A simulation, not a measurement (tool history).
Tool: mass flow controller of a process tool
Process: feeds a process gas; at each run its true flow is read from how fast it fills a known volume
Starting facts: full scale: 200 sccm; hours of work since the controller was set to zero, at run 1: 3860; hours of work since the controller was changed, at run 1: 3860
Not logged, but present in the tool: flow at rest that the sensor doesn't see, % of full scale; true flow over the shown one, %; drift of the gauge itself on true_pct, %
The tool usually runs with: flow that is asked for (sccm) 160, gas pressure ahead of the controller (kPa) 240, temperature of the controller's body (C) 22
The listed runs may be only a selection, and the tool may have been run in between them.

run    hour  flow that is asked for (sccm)  gas pressure ahead of the controller (kPa)  temperature of the controller's body (C)  hours of work since the controller was set to zero  hours of work since the controller was changed  true flow (%)
  1     0.0                            160                                         240                                        22                                                3860                                            3860          99.05
  2   205.9                            160                                         240                                        22                                                3944                                            3944          98.99
  3   355.4                            160                                         240                                        22                                                4004                                            4004          99.04
  4   626.3                            160                                         240                                        22                                                4113                                            4113          98.89
  5   900.9                            160                                         241                                        22                                                4224                                            4224          98.82
  6  1143.2                            160                                         241                                        22                                                4322                                            4322          98.69
  7  1418.9                            160                                         240                                        22                                                4434                                            4434          98.69
  8  1678.4                            160                                         240                                        22                                                4538                                            4538          98.40
  9  1908.4                            160                                         240                                        22                                                4631                                            4631          98.42
 10  2138.9                            160                                         240                                        22                                                4724                                            4724          98.43
 11  2284.8                            160                                         240                                        22                                                4783                                            4783          98.26
 12  2483.0                            160                                         240                                        22                                                4863                                            4863          98.19
 13  2739.5                            160                                         240                                        22                                                4967                                            4967          98.21
 14  2994.6                             57                                         240                                        22                                                5070                                            5070          96.73
 15  3217.4                             57                                         240                                        22                                                5160                                            5160          96.64
 16  3445.7                            160                                         240                                        22                                                5252                                            5252          98.03
 17  3574.1                            160                                         230                                        22                                                5304                                            5304          98.01
 18  3754.1                            160                                         230                                        22                                                5377                                            5377          98.13
 19  4033.1                            149                                         240                                        22                                                5490                                            5490          97.68
 20  4206.9                             26                                         240                                        22                                                5560                                            5560          95.75
     4289.0  -- controller exchanged for a calibrated one
 21  4488.0                             54                                         240                                        22                                                  80                                              80          96.01
 22  4623.2                             54                                         240                                        22                                                 135                                             135          95.96
 23  4773.6                             28                                         240                                        36                                                 196                                             196          96.34
 24  4949.0                             21                                         248                                        37                                                 267                                             267          96.26
 25  5211.8                             48                                         240                                        22                                                 373                                             373          95.97
 26  5347.9                             94                                         167                                        24                                                 428                                             428          97.07
 27  5582.8                            160                                         177                                        24                                                 523                                             523          97.98
 28  5750.9                            116                                         279                                        22                                                 591                                             591          96.43
 29  5969.0                            160                                         158                                        22                                                 679                                             679          97.82
 30  6212.2                            160                                         158                                        22                                                 777                                             777          97.73
 31  6360.5                            194                                         197                                        33                                                 837                                             837          98.38
 32  6538.9                            125                                         220                                        35                                                 909                                             909          97.28
 33  6725.8                            125                                         220                                        35                                                 984                                             984          97.29
 34  6888.6                            125                                         220                                        35                                                1050                                            1050          97.33
 35  7107.1                            125                                         220                                        35                                                1138                                            1138          97.20
 36  7308.1                            125                                         220                                        35                                                1220                                            1220          97.06
 37  7507.2                            125                                         220                                        40                                                1300                                            1300          97.26
 38  7764.3                            125                                         220                                        40                                                1404                                            1404          97.22
 39  7903.0                            160                                         186                                        23                                                1460                                            1460          97.04

Alternative continuations, all from the tool just after run 39; predict every row:
  A  8193.2                            160                                         258                                        23                                                1577                                            1577              ?
  B  8193.2                             32                                         213                                        29                                                1577                                            1577              ?
  C  8193.2                            160                                         198                                        26                                                1577                                            1577              ?
  D  8193.2                             24                                         183                                        22                                                1577                                            1577              ?

run  true flow (%)
  A          96.65
  B          95.28
  C          97.20
  D          95.08
With no hidden state in the tool, these same runs would have given:
run  true flow (%)
  A          99.00
  B          97.61
  C          99.57
  D          97.41

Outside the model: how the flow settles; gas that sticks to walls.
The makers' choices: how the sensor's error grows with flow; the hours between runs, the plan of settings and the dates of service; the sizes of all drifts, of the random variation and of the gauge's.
